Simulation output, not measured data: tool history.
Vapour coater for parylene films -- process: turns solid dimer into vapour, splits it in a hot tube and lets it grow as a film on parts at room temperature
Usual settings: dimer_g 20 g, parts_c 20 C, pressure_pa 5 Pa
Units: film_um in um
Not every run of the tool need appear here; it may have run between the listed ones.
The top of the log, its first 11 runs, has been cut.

run     day  dimer_g  parts_c  pressure_pa  film_um
 12  12.229       20       19            5     4.83
 13  13.046       20       19            5     4.78
 14  14.567       24       20            5     5.51
 15  15.233       20       13            5     5.49
 16  16.754        8       13         2.37     2.31
 17  18.004       13       12         3.95     3.67
 18    18.9       35       13         7.81     8.44
 19  20.071       20       18         5.58     4.65
 20  21.042       20       18         5.58     4.57
 21  22.346       20       20         7.91     3.98
 22  23.933       21       20            5     4.64
 23  24.804       19       18         3.03      4.9
 24  25.496       19       12         3.76     5.22
 25   26.75        9       22         2.37     2.19
 26  28.304        9       22         2.37     2.19
 27  29.254       30       30            5        5
 28  30.625       20       21            5     4.09
 29  31.988       20       21            5     4.12
 30  33.154       20       21            5     4.07

Each row is a separate what-if for the run after 30, all from the same tool condition, not one after another. Results?
  A  34.658       20       21          5.1        ?
  B  34.658        9       21         3.15        ?
  C  34.658       20       23          3.1        ?
  D  34.658       20       27            5        ?
  E  34.658       20       23            5        ?

run  film_um
  A     4.01
  B     2.02
  C     4.26
  D     3.53
  E      3.9
Stripped of hidden state, with their random variation kept, the same runs would have yielded:
run  film_um
  A     4.47
  B     2.25
  C     4.75
  D     3.92
  E     4.34

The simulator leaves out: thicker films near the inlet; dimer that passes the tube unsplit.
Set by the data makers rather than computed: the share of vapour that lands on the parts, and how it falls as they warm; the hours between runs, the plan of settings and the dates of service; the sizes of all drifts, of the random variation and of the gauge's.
